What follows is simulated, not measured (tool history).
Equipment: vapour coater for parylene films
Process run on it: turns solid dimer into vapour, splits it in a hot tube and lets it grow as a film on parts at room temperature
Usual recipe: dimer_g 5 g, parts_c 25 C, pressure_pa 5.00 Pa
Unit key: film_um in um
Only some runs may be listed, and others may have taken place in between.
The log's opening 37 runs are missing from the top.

run	hour	dimer_g	parts_c	pressure_pa	film_um
38	587.8	2	34	6.59	1.05
39	599.3	8	34	11.59	3.74
40	620.9	6	24	4.52	4.10
41	632.9	6	24	4.52	4.11
42	654.1	3	24	4.52	2.05
43	674.9	5	17	5.00	3.90
44	696.3	3	26	3.15	2.09
45	711.5	3	26	3.15	2.08
46	726.2	7	18	5.63	5.18

What if the next run were any one of these 3? Each begins from the tool's condition after run 46:
A	744.5	3	35	10.08	?
B	744.5	8	25	5.00	?
C	744.5	5	34	5.63	?

run	film_um
A	1.38
B	5.21
C	2.65
Stripped of hidden state, with their random variation kept, the same runs would have yielded:
run	film_um
A	1.43
B	5.37
C	2.73
